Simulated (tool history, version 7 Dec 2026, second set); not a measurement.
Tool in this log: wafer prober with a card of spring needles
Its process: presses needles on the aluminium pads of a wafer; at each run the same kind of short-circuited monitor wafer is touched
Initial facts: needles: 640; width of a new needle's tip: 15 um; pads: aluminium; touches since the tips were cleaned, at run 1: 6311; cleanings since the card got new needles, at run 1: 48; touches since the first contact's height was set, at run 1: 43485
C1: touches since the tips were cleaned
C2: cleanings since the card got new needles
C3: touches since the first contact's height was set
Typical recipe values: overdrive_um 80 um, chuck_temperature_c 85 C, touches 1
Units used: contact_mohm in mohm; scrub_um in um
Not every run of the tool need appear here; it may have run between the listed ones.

Run 1, hour 0.0: usual settings; C1 6311; C2 48; C3 43485. Result: contact_mohm 228 mohm, scrub_um 15.77 um.
At hour 4.8: tips cleaned on abrasive film.
Run 2, hour 9.3: usual settings; C1 2687; C2 49; C3 48978. Result: contact_mohm 229 mohm, scrub_um 15.76 um.
At hour 20.6: tips cleaned on abrasive film.
Run 3, hour 25.7: usual settings but overdrive_um 70 um; C1 3108; C2 50; C3 58766. Result: contact_mohm 232 mohm, scrub_um 13.81 um.
At hour 36.1: tips cleaned on abrasive film.
Run 4, hour 38.2: usual settings but overdrive_um 70 um; C1 1293; C2 51; C3 66173. Result: contact_mohm 227 mohm, scrub_um 13.87 um.
Run 5, hour 47.1: usual settings but overdrive_um 81 um; C1 6592; C2 51; C3 71472. Result: contact_mohm 231 mohm, scrub_um 16.02 um.
At hour 52.7: tips cleaned on abrasive film.
Run 6, hour 56.9: usual settings but overdrive_um 81 um; C1 2547; C2 52; C3 77304. Result: contact_mohm 229 mohm, scrub_um 16.06 um.
At hour 68.6: tips cleaned on abrasive film.
Run 7, hour 71.1: usual settings but overdrive_um 81 um; C1 1518; C2 53; C3 85728. Result: contact_mohm 228 mohm, scrub_um 16.08 um.
At hour 84.3: tips cleaned on abrasive film.
Run 8, hour 87.4: usual settings but overdrive_um 81 um; C1 1855; C2 54; C3 95425. Result: contact_mohm 227 mohm, scrub_um 16.10 um.
At hour 99.6: tips cleaned on abrasive film.
Run 9, hour 104.4: usual settings but overdrive_um 81 um; C1 2870; C2 55; C3 105527. Result: contact_mohm 233 mohm, scrub_um 16.13 um.
At hour 114.6: tips cleaned on abrasive film.
Run 10, hour 114.6: usual settings but overdrive_um 81 um; C1 0; C2 56; C3 111535. Result: contact_mohm 228 mohm, scrub_um 16.13 um.
At hour 129.3: tips cleaned on abrasive film.
Run 11, hour 135.2: usual settings but overdrive_um 81 um; C1 3504; C2 57; C3 123790. Result: contact_mohm 228 mohm, scrub_um 16.15 um.
At hour 144.5: tips cleaned on abrasive film.
Run 12, hour 149.4: usual settings but overdrive_um 64 um, touches 2; C1 2902; C2 58; C3 132243. Result: contact_mohm 235 mohm, scrub_um 12.78 um.
At hour 160.1: tips cleaned on abrasive film.
Run 13, hour 160.1: usual settings but overdrive_um 64 um, touches 2; C1 0; C2 59; C3 138613. Result: contact_mohm 237 mohm, scrub_um 12.81 um.
At hour 171.6: height of the first contact set anew.
At hour 176.6: tips cleaned on abrasive film.
Run 14, hour 179.4: usual settings but overdrive_um 68 um, chuck_temperature_c 74 C, touches 2; C1 1684; C2 60; C3 4601. Result: contact_mohm 225 mohm, scrub_um 13.62 um.
Run 15, hour 190.2: usual settings but overdrive_um 68 um, chuck_temperature_c 74 C, touches 2; C1 8155; C2 60; C3 11072. Result: contact_mohm 227 mohm, scrub_um 13.64 um.
At hour 191.8: tips cleaned on abrasive film.
At hour 206.9: tips cleaned on abrasive film.
Run 16, hour 208.1: usual settings but overdrive_um 68 um, chuck_temperature_c 74 C, touches 2; C1 720; C2 62; C3 21663. Result: contact_mohm 228 mohm, scrub_um 13.68 um.
Run 17, hour 220.5: usual settings but overdrive_um 68 um, chuck_temperature_c 74 C, touches 2; C1 8149; C2 62; C3 29092. Result: contact_mohm 229 mohm, scrub_um 13.66 um.
At hour 222.1: tips cleaned on abrasive film.
Run 18, hour 235.7: usual settings but overdrive_um 68 um, chuck_temperature_c 74 C, touches 2; C1 8137; C2 63; C3 38125. Result: contact_mohm 229 mohm, scrub_um 13.70 um.
At hour 237.3: tips cleaned on abrasive film.
At hour 245.6: gauge calibrated.
Run 19, hour 251.6: usual settings but overdrive_um 78 um, chuck_temperature_c 79 C; C1 8556; C2 64; C3 47582. Result: contact_mohm 226 mohm, scrub_um 15.35 um.
At hour 252.9: tips cleaned on abrasive film.
At hour 268.6: tips cleaned on abrasive film.
Run 20, hour 271.5: usual settings but overdrive_um 75 um, chuck_temperature_c 64 C, touches 2; C1 1731; C2 66; C3 59321. Result: contact_mohm 226 mohm, scrub_um 14.80 um.
At hour 283.5: tips cleaned on abrasive film.
Run 21, hour 291.3: usual settings but overdrive_um 93 um, touches 2; C1 4665; C2 67; C3 71136. Result: contact_mohm 230 mohm, scrub_um 18.38 um.
At hour 298.8: tips cleaned on abrasive film.
Run 22, hour 305.1: usual settings but overdrive_um 83 um, chuck_temperature_c 86 C; C1 3734; C2 68; C3 79313. Result: contact_mohm 230 mohm, scrub_um 16.45 um.

Run by run, hidden condition taken away, random variation retained:
Hidden conditions of the tool in this case: debris on the tips, nm; way that the needles fall short of the set height, um; tips' diameter, um; drift of the gauge itself on contact_mohm, %; drift of the gauge itself on scrub_um, %.
run  scrub_um
  1     15.77
  2     15.75
  3     13.78
  4     13.82
  5     15.95
  6     15.97
  7     15.97
  8     15.97
  9     15.97
 10     15.96
 11     15.95
 12     12.60
 13     12.62
 14     13.39
 15     13.40
 16     13.41
 17     13.38
 18     13.40
 19     15.35
 20     14.77
 21     18.30
 22     16.36
For contact_mohm, the value without the hidden state is never more than 1 mohm from the measured value.
